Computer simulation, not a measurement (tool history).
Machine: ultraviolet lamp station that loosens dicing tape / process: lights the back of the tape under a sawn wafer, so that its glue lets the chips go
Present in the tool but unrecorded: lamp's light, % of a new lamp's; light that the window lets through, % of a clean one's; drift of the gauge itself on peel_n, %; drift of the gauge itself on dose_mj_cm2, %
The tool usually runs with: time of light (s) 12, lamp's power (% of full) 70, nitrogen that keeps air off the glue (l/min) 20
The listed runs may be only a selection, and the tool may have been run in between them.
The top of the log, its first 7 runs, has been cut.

run,hour,time of light (s),lamp's power (% of full),nitrogen that keeps air off the glue (l/min),hours of work of the lamp,hours of work since the window was cleaned,force that peels the tape off (N),light that reached the tape (J/m2)
8,460.0,12,70,20,560,87,2.190,1870
9,524.7,12,70,20,593,120,2.406,1800
10,585.0,12,70,20,623,151,2.368,1740
# hour 612.9: lamp changed
11,629.3,12,70,20,8,173,1.768,2440
12,715.3,12,64,20,52,217,2.092,2100
# hour 791.8: window cleaned of glue's vapour, once more
13,797.5,12,70,20,94,3,0.988,3880
14,884.0,12,70,20,138,47,1.092,3670
15,961.4,12,70,20,177,86,1.138,3490
16,1032.0,12,70,20,213,122,1.195,3380
17,1071.6,12,70,20,233,142,1.261,3290
18,1126.2,12,70,20,261,170,1.316,3170
19,1186.4,8,70,20,291,201,2.169,2020
20,1258.4,8,70,20,328,237,2.256,1930
# hour 1291.4: window cleaned of glue's vapour
21,1315.4,8,70,20,357,12,1.963,2230
22,1379.5,8,80,25,389,45,1.620,2410
23,1467.7,8,80,25,434,90,1.683,2310
24,1516.7,12,75,19,459,115,1.340,3150
25,1595.1,12,70,14,499,154,1.770,2730
26,1679.5,20,70,20,542,197,0.821,4340
27,1766.7,20,70,20,586,242,0.912,4120
# hour 1793.0: window cleaned of glue's vapour
28,1847.7,18,78,7,627,28,1.347,4680
# hour 1868.9: lamp changed
29,1899.7,12,70,29,16,54,0.826,3900
30,1970.5,12,70,20,52,90,1.039,3740
31,2018.0,12,71,15,76,114,1.178,3680
32,2080.3,12,97,17,107,146,0.787,4920

Run 33 is up next; what results do you expect?
33,2164.4,18,70,20,150,188,?,?

{"run 33": {"force that peels the tape off (N)": 0.672, "light that reached the tape (J/m2)": 4960}}
If the tool had no hidden condition, the same run with the same run-to-run variation would have returned force that peels the tape off (N) 0.482, light that reached the tape (J/m2) 6130.

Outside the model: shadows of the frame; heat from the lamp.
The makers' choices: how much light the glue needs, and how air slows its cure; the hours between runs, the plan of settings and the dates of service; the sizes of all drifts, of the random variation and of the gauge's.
